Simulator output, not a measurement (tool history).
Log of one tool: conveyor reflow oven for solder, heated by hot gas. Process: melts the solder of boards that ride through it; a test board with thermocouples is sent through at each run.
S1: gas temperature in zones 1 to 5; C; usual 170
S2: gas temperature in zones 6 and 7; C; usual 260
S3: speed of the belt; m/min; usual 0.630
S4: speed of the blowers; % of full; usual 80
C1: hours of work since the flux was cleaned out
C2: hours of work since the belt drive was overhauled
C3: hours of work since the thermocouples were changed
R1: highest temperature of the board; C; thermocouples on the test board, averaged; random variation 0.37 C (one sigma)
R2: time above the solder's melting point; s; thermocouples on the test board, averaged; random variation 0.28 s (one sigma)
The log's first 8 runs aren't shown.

{"run": 9, "hour": 288.3, "S1": 179, "S2": 265, "S3": 0.63, "S4": 80, "C1": 251, "C2": 951, "C3": 763, "R1": 246.0, "R2": 47.4}
{"run": 10, "hour": 322.7, "S1": 170, "S2": 260, "S3": 0.63, "S4": 72, "C1": 275, "C2": 975, "C3": 787, "R1": 238.2, "R2": 37.7}
{"run": 11, "hour": 364.1, "S1": 170, "S2": 260, "S3": 0.63, "S4": 72, "C1": 303, "C2": 1003, "C3": 816, "R1": 238.4, "R2": 37.1}
{"run": 12, "hour": 408.7, "S1": 170, "S2": 260, "S3": 0.63, "S4": 72, "C1": 334, "C2": 1034, "C3": 846, "R1": 237.8, "R2": 36.7}
{"hour": 425.1, "done": "flux residue cleaned out of gas plates and filters"}
{"run": 13, "hour": 446.1, "S1": 170, "S2": 260, "S3": 0.63, "S4": 80, "C1": 14, "C2": 1056, "C3": 869, "R1": 240.5, "R2": 40.7}
{"run": 14, "hour": 472.3, "S1": 170, "S2": 260, "S3": 0.63, "S4": 80, "C1": 32, "C2": 1074, "C3": 887, "R1": 239.9, "R2": 40.8}
{"hour": 479.8, "done": "belt drive overhauled, speed set with a stopwatch"}
{"run": 15, "hour": 497.3, "S1": 170, "S2": 260, "S3": 0.63, "S4": 80, "C1": 47, "C2": 12, "C3": 901, "R1": 240.9, "R2": 41.5}
{"run": 16, "hour": 530.4, "S1": 170, "S2": 264, "S3": 0.63, "S4": 80, "C1": 70, "C2": 35, "C3": 924, "R1": 244.2, "R2": 44.7}
{"run": 17, "hour": 553.2, "S1": 170, "S2": 264, "S3": 0.63, "S4": 80, "C1": 86, "C2": 51, "C3": 940, "R1": 244.4, "R2": 45.0}
{"hour": 573.4, "done": "belt drive overhauled, speed set with a stopwatch, once more"}
{"hour": 578.1, "done": "thermocouples of zones 6 and 7 changed"}
{"run": 18, "hour": 578.1, "S1": 157, "S2": 267, "S3": 0.63, "S4": 80, "C1": 99, "C2": 2, "C3": 0, "R1": 245.8, "R2": 39.4}
{"run": 19, "hour": 616.6, "S1": 157, "S2": 267, "S3": 0.63, "S4": 80, "C1": 125, "C2": 28, "C3": 26, "R1": 244.9, "R2": 39.9}
{"run": 20, "hour": 650.2, "S1": 170, "S2": 266, "S3": 0.63, "S4": 80, "C1": 148, "C2": 52, "C3": 50, "R1": 246.4, "R2": 45.1}
{"run": 21, "hour": 689.5, "S1": 170, "S2": 255, "S3": 0.556, "S4": 80, "C1": 175, "C2": 79, "C3": 77, "R1": 241.0, "R2": 46.9}
{"run": 22, "hour": 736.0, "S1": 164, "S2": 249, "S3": 0.556, "S4": 80, "C1": 207, "C2": 111, "C3": 109, "R1": 234.5, "R2": 37.6}
{"run": 23, "hour": 769.5, "S1": 162, "S2": 266, "S3": 0.556, "S4": 80, "C1": 230, "C2": 134, "C3": 132, "R1": 248.9, "R2": 50.6}
{"run": 24, "hour": 793.8, "S1": 181, "S2": 260, "S3": 0.63, "S4": 80, "C1": 247, "C2": 150, "C3": 149, "R1": 243.8, "R2": 45.6}
{"run": 25, "hour": 821.5, "S1": 165, "S2": 260, "S3": 0.532, "S4": 78, "C1": 266, "C2": 169, "C3": 168, "R1": 245.5, "R2": 50.9}
{"run": 26, "hour": 855.1, "S1": 165, "S2": 260, "S3": 0.532, "S4": 78, "C1": 289, "C2": 193, "C3": 191, "R1": 244.7, "R2": 50.8}
{"run": 27, "hour": 890.8, "S1": 164, "S2": 260, "S3": 0.551, "S4": 82, "C1": 314, "C2": 217, "C3": 215, "R1": 245.0, "R2": 47.9}
{"run": 28, "hour": 922.3, "S1": 175, "S2": 260, "S3": 0.525, "S4": 82, "C1": 336, "C2": 239, "C3": 237, "R1": 247.0, "R2": 57.5}
{"hour": 936.6, "done": "flux residue cleaned out of gas plates and filters"}
{"run": 29, "hour": 966.9, "S1": 170, "S2": 271, "S3": 0.63, "S4": 70, "C1": 21, "C2": 266, "C3": 264, "R1": 249.1, "R2": 45.7}
{"run": 30, "hour": 995.3, "S1": 156, "S2": 274, "S3": 0.696, "S4": 56, "C1": 40, "C2": 286, "C3": 284, "R1": 238.5, "R2": 28.2}

3 ways to go on from here, each from the tool as it stands after run 30. What would each give?
{"run": "A", "hour": 1031.5, "S1": 156, "S2": 260, "S3": 0.63, "S4": 80, "C1": 65, "C2": 311, "C3": 309, "R1": "?", "R2": "?"}
{"run": "B", "hour": 1031.5, "S1": 156, "S2": 274, "S3": 0.691, "S4": 56, "C1": 65, "C2": 311, "C3": 309, "R1": "?", "R2": "?"}
{"run": "C", "hour": 1031.5, "S1": 156, "S2": 274, "S3": 0.696, "S4": 62, "C1": 65, "C2": 311, "C3": 309, "R1": "?", "R2": "?"}

run=A R1=238.4 R2=34.0
run=B R1=238.1 R2=28.6
run=C R1=240.8 R2=30.6
Without the tool's hidden state the same runs would have given:
run=A R1=239.6 R2=34.9
run=B R1=239.1 R2=29.3
run=C R1=241.9 R2=31.3
